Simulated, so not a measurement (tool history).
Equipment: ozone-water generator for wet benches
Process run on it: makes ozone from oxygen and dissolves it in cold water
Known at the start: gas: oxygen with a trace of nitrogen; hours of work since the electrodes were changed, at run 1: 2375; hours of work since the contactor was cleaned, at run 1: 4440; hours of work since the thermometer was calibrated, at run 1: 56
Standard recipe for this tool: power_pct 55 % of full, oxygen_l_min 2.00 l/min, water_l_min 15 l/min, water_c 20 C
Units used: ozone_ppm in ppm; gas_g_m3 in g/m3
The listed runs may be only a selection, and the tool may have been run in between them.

run	hour	power_pct	oxygen_l_min	water_l_min	water_c	hours of work since the electrodes were changed	hours of work since the contactor was cleaned	hours of work since the thermometer was calibrated	ozone_ppm	gas_g_m3
1	0.0	55	2.00	15	20	2375	4440	56	12.80	167.4
2	96.1	55	2.00	15	20	2466	4532	147	12.70	167.5
3	183.3	61	2.00	15	20	2549	4614	230	13.48	174.4
4	235.2	61	1.14	15	20	2598	4663	279	12.75	250.3
5	342.8	61	1.14	15	17	2700	4765	381	13.01	252.4
6	402.2	61	1.14	15	17	2757	4822	437	13.02	250.2
7	482.1	61	1.14	15	17	2832	4897	513	13.01	249.8
8	577.2	61	1.14	15	17	2923	4988	603	12.84	250.8
9	624.3	49	2.00	15	20	2967	5032	648	12.04	155.1
10	715.1	49	2.00	15	20	3053	5118	734	11.89	154.9
11	827.5	55	1.22	13	20	3160	5225	840	13.84	227.1
12	881.1	55	2.00	11	15	3210	5276	891	16.99	162.9
13	989.3	85	2.00	18	15	3313	5378	994	14.25	207.1
14	1063.2	85	2.00	18	15	3383	5448	1064	14.33	206.8
15	1153.8	85	2.00	11	13	3469	5534	1150	21.99	205.2
16	1231.7	85	2.00	11	13	3543	5608	1224	21.91	208.1
17	1289.4	85	2.00	11	13	3598	5663	1278	21.97	205.3
18	1340.1	50	1.37	23	17	3646	5711	1326	7.86	199.3
19	1431.9	41	2.00	18	20	3733	5798	1413	9.13	138.8
20	1503.3	55	1.63	15	20	3800	5865	1481	12.26	186.4

Forecast each of these 5 alternatives for the next run:
A	1576.0	55	1.63	15	20	3869	5934	1550	?	?
B	1576.0	43	1.14	18	20	3869	5934	1550	?	?
C	1576.0	55	1.63	20	20	3869	5934	1550	?	?
D	1576.0	55	2.00	15	13	3869	5934	1550	?	?
E	1576.0	55	2.30	15	20	3869	5934	1550	?	?

run	ozone_ppm	gas_g_m3
A	12.42	187.3
B	8.66	204.9
C	9.53	185.1
D	13.37	162.9
E	12.65	147.3
Stripped of hidden state, with their random variation kept, the same runs would have yielded:
run	ozone_ppm	gas_g_m3
A	13.27	195.4
B	9.21	212.4
C	10.21	193.1
D	14.30	170.0
E	13.52	153.7
